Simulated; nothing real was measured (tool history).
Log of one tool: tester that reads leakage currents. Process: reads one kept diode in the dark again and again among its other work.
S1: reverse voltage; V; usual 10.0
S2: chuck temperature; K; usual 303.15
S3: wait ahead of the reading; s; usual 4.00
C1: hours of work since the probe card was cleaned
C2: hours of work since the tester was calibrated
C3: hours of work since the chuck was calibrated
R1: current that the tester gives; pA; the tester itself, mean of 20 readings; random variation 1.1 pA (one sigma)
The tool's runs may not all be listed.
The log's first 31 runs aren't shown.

| run | hour | S1 | S2 | S3 | C1 | C2 | C3 | R1 |
|---|---|---|---|---|---|---|---|---|
| 32 | 1691.1 | 5.3 | 306.15 | 0.34 | 100 | 726 | 1064 | 343.21 |
| 33 | 1760.1 | 3.7 | 311.15 | 4.00 | 151 | 778 | 1115 | 423.26 |
| 34 | 1815.2 | 3.7 | 311.15 | 4.00 | 192 | 819 | 1156 | 425.32 |
| 35 | 1878.5 | 3.7 | 311.15 | 4.00 | 239 | 866 | 1203 | 426.69 |
| 36 | 1921.5 | 3.7 | 311.15 | 4.00 | 271 | 898 | 1235 | 426.34 |
| 37 | 1970.9 | 1.4 | 322.15 | 7.08 | 308 | 934 | 1272 | 596.86 |
| 38 | 2038.0 | 1.4 | 322.15 | 7.08 | 357 | 984 | 1322 | 597.71 |
| 39 | 2073.4 | 1.4 | 299.15 | 0.65 | 384 | 1010 | 1348 | 101.42 |

Forecast each of these 3 alternatives for the next run:
| A | 2108.6 | 10.0 | 303.15 | 7.43 | 410 | 1036 | 1374 | ? |
| B | 2108.6 | 3.0 | 297.15 | 4.00 | 410 | 1036 | 1374 | ? |
| C | 2108.6 | 1.4 | 319.15 | 0.84 | 410 | 1036 | 1374 | ? |

| run | R1 |
|---|---|
| A | 374.45 |
| B | 125.58 |
| C | 482.31 |
Without the tool's hidden state the same runs would have given:
| run | R1 |
|---|---|
| A | 350.92 |
| B | 117.39 |
| C | 455.58 |
